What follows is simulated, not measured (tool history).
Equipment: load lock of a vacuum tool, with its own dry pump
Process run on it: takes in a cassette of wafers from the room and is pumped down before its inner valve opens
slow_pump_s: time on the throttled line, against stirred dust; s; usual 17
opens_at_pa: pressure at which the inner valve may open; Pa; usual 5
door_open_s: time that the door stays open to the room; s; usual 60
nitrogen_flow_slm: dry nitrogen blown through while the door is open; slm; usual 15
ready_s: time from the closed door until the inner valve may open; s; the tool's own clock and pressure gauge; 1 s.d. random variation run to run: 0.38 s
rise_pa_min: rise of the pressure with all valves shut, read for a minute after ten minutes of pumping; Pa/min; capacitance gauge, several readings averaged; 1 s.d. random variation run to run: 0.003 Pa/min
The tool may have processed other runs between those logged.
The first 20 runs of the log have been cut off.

run      day  slow_pump_s  opens_at_pa  door_open_s  nitrogen_flow_slm  hours that the pump has run since its overhaul  times that the door has closed on its seal  incoming humidity of the room's air, %  ready_s  rise_pa_min
 21  177.792           17            5          204                 15                                            9837                                       60292                                    45.7     37.4        0.064
 22   186.45           26            5           60                  5                                           10044                                       60966                                    42.2     43.9        0.049
 23  193.417           26            5           60                  5                                           10212                                       61508                                    47.3       44        0.061
 24  199.746           17            9          132                  4                                           10364                                       62001                                    46.1     36.3        0.071
 25  211.608           17            9          132                  4                                           10648                                       62924                                    46.3     36.7         0.07
 26  220.062           17            5           60                 15                                           10851                                       63583                                    44.9     37.5        0.048
 27    227.2           17            6          150                 31                                           11022                                       64138                                    44.9     37.5        0.048
 28  237.954           17            6           47                 41                                           11281                                       64975                                    45.9     37.4        0.035
 29   250.15           17            6           47                 41                                           11573                                       65925                                    45.4     37.3        0.031
 30  258.542           16            6          237                 41                                           11775                                       66578                                    44.9     36.6        0.051
     262.621  -- door's seal changed, seat wiped
 31  268.746           17            5           31                  7                                           12018                                         476                                    43.3     38.1        0.036
 32  274.167           17            5           44                 19                                           12148                                         899                                    44.1     38.1        0.042
 33   281.95           14            5          166                 15                                           12335                                        1504                                    47.9     35.4        0.068
 34  289.571           17            5           60                 15                                           12518                                        2097                                    41.9     37.7        0.037
 35  298.325           17            6           60                 30                                           12728                                        2779                                    47.5       37        0.039
 36  310.275           17            6           60                 30                                           13015                                        3709                                    44.9     37.6        0.038
 37  316.958           13            6          127                 30                                           13175                                        4229                                    46.2     33.7        0.044

4 ways to go on from here, each from the tool as it stands after run 37. What would each give?
  A  322.533           13            6           51                  6                                           13309                                        4664                                      45        ?            ?
  B  322.533           17            5           60                  5                                           13309                                        4664                                    44.8        ?            ?
  C  322.533           29            5           60                  7                                           13309                                        4664                                    42.1        ?            ?
  D  322.533           17            9           51                 15                                           13309                                        4664                                    43.6        ?            ?

run  ready_s  rise_pa_min
  A     34.1        0.051
  B     37.9        0.053
  C     46.1        0.047
  D     36.1        0.039
The same runs, with their run-to-run variation unchanged, on a tool lacking any hidden condition would have given:
run  ready_s  rise_pa_min
  A     34.1        0.051
  B     37.9        0.053
  C     46.1        0.047
  D     36.1        0.039

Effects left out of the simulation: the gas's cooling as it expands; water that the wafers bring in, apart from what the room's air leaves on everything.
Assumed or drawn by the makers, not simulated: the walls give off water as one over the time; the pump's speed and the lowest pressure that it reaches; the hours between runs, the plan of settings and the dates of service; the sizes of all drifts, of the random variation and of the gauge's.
